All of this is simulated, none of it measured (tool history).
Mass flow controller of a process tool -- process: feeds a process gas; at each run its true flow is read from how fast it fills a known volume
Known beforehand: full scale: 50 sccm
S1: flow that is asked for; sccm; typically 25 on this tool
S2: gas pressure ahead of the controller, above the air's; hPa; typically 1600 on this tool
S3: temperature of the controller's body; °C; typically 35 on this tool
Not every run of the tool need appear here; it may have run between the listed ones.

{"run": 1, "hour": 0.0, "S1": 25, "S2": 1600, "S3": 35, "true flow (%)": 100.84}
{"run": 2, "hour": 251.1, "S1": 25, "S2": 1410, "S3": 35, "true flow (%)": 100.65}
{"run": 3, "hour": 446.2, "S1": 25, "S2": 1410, "S3": 35, "true flow (%)": 100.68}
{"run": 4, "hour": 652.9, "S1": 25, "S2": 1600, "S3": 35, "true flow (%)": 101.0}
{"run": 5, "hour": 875.1, "S1": 25, "S2": 1830, "S3": 35, "true flow (%)": 101.04}
{"run": 6, "hour": 1064.5, "S1": 25, "S2": 1600, "S3": 35, "true flow (%)": 101.01}
{"run": 7, "hour": 1186.5, "S1": 25, "S2": 1600, "S3": 35, "true flow (%)": 100.89}
{"run": 8, "hour": 1358.6, "S1": 8, "S2": 1600, "S3": 35, "true flow (%)": 102.61}
{"run": 9, "hour": 1526.4, "S1": 20, "S2": 1600, "S3": 35, "true flow (%)": 101.17}
{"run": 10, "hour": 1753.9, "S1": 25, "S2": 1600, "S3": 35, "true flow (%)": 100.95}
{"run": 11, "hour": 1872.6, "S1": 25, "S2": 1600, "S3": 35, "true flow (%)": 101.12}
{"run": 12, "hour": 2072.6, "S1": 25, "S2": 2500, "S3": 35, "true flow (%)": 101.47}
{"run": 13, "hour": 2287.1, "S1": 25, "S2": 1600, "S3": 35, "true flow (%)": 101.15}
{"run": 14, "hour": 2457.7, "S1": 25, "S2": 1600, "S3": 35, "true flow (%)": 101.18}
{"run": 15, "hour": 2678.2, "S1": 25, "S2": 1600, "S3": 35, "true flow (%)": 101.31}
{"run": 16, "hour": 2802.9, "S1": 25, "S2": 1600, "S3": 35, "true flow (%)": 101.25}
{"run": 17, "hour": 2918.1, "S1": 25, "S2": 1500, "S3": 26, "true flow (%)": 100.35}
{"run": 18, "hour": 3039.9, "S1": 6, "S2": 1530, "S3": 35, "true flow (%)": 104.92}
{"run": 19, "hour": 3250.5, "S1": 13, "S2": 2630, "S3": 35, "true flow (%)": 102.34}
{"run": 20, "hour": 3459.8, "S1": 30, "S2": 2770, "S3": 33, "true flow (%)": 101.97}
{"run": 21, "hour": 3690.8, "S1": 24, "S2": 2050, "S3": 35, "true flow (%)": 101.99}
{"run": 22, "hour": 3806.0, "S1": 33, "S2": 1670, "S3": 35, "true flow (%)": 101.86}
{"run": 23, "hour": 4061.9, "S1": 25, "S2": 2370, "S3": 33, "true flow (%)": 101.97}
{"run": 24, "hour": 4226.0, "S1": 9, "S2": 2580, "S3": 33, "true flow (%)": 99.02}
{"run": 25, "hour": 4383.3, "S1": 10, "S2": 2420, "S3": 22, "true flow (%)": 97.94}
{"run": 26, "hour": 4505.1, "S1": 25, "S2": 1490, "S3": 38, "true flow (%)": 100.3}
{"run": 27, "hour": 4733.6, "S1": 25, "S2": 1560, "S3": 35, "true flow (%)": 99.79}
{"run": 28, "hour": 4978.0, "S1": 25, "S2": 1560, "S3": 35, "true flow (%)": 99.85}
{"run": 29, "hour": 5208.5, "S1": 32, "S2": 2700, "S3": 26, "true flow (%)": 99.88}
{"run": 30, "hour": 5436.9, "S1": 25, "S2": 1610, "S3": 32, "true flow (%)": 99.87}
{"run": 31, "hour": 5622.0, "S1": 7, "S2": 1600, "S3": 35, "true flow (%)": 99.45}

Not shown here: 2 entries made in the log between runs. Locate each between two listed runs and compare the hidden state at the listed run before it with the hidden state at the listed run after it:
From run 19 to run 20: controller's zero set anew (hour 3265.0)
  flow at rest that the sensor doesn't see, % of full scale: 0.768 -> 0.973; true flow over the shown one, %: 0.49 -> 0.5
  measured minus no-state result, true flow (%): +3.44 -> +2.11
From run 23 to run 24: controller's zero set anew, once more (hour 4102.7)
  flow at rest that the sensor doesn't see, % of full scale: 1.009 -> 0.024
  measured minus no-state result, true flow (%): +2.53 -> +0.65
